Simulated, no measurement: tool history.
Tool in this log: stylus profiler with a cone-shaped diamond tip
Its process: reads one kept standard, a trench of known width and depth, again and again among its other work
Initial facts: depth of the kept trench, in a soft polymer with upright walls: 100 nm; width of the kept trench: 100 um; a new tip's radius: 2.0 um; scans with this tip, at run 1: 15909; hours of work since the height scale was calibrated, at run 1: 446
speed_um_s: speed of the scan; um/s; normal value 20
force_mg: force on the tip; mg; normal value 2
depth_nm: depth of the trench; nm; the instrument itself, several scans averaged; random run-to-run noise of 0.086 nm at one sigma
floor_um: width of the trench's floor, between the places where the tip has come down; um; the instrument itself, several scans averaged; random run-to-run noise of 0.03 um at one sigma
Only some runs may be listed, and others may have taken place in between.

run    hour  speed_um_s  force_mg  scans with this tip  hours of work since the height scale was calibrated  depth_nm  floor_um
  1       0          20         2                15909                                                  446    101.05     97.87
  2      74          14         2                16313                                                  501    101.02     97.86
  3   139.7          14         2                16671                                                  549    101.05     97.85
  4   200.8          20      4.87                17004                                                  594    102.16     97.86
  5   242.7          20      4.87                17233                                                  625    102.21      97.8
  6   306.3          20         2                17580                                                  672    101.04     97.75
  7   347.1          20         2                17803                                                  702    101.09     97.76
  8   386.2          20         2                18017                                                  730     101.1     97.78
  9   441.3          34         2                18317                                                  771    101.04     97.69
 10   481.7          24         2                18537                                                  801    100.93      97.7
 11   539.3          41         2                18852                                                  843       101     97.55
 12   574.6          41      0.71                19045                                                  869    100.27     97.42
 13   613.4          41      0.71                19256                                                  897     100.3     97.32
 14   657.2          20      1.57                19496                                                  930     100.6     97.67
 15   719.5          20      2.73                19835                                                  976    101.16     97.77
 16   793.4          20      2.73                20239                                                 1030    101.11     97.68
 17   830.7          20         2                20442                                                 1057    100.78     97.71
 18   880.9          20         2                20716                                                 1094    100.71     97.57
 19   955.9          20         2                21125                                                 1149    100.83     97.66
      990.2  -- new tip fitted, height scale calibrated
 20    1001          20         2                   59                                                    8    101.45     98.54
 21  1065.6          20      0.93                  411                                                   55    100.73     98.49
 22  1132.7           5      0.93                  777                                                  105    100.91     98.67
 23    1178          42         2                 1025                                                  138    101.27     98.39
 24  1224.4          42         2                 1278                                                  172    101.19     98.41
 25  1284.9          77      1.17                 1608                                                  217    100.79     97.99
 26  1357.5          77      1.17                 2004                                                  270    100.81      97.9
 27  1431.3          21      1.39                 2407                                                  324    100.74     98.44

Predict the results of run 28:
 28  1494.6          12      1.64                 2753                                                  371         ?         ?

depth_nm: 100.82 nm
floor_um: 98.45 um
With the hidden condition absent and the run-to-run variation left alone, this run would have shown depth_nm 101.05 nm, floor_um 98.61 um.
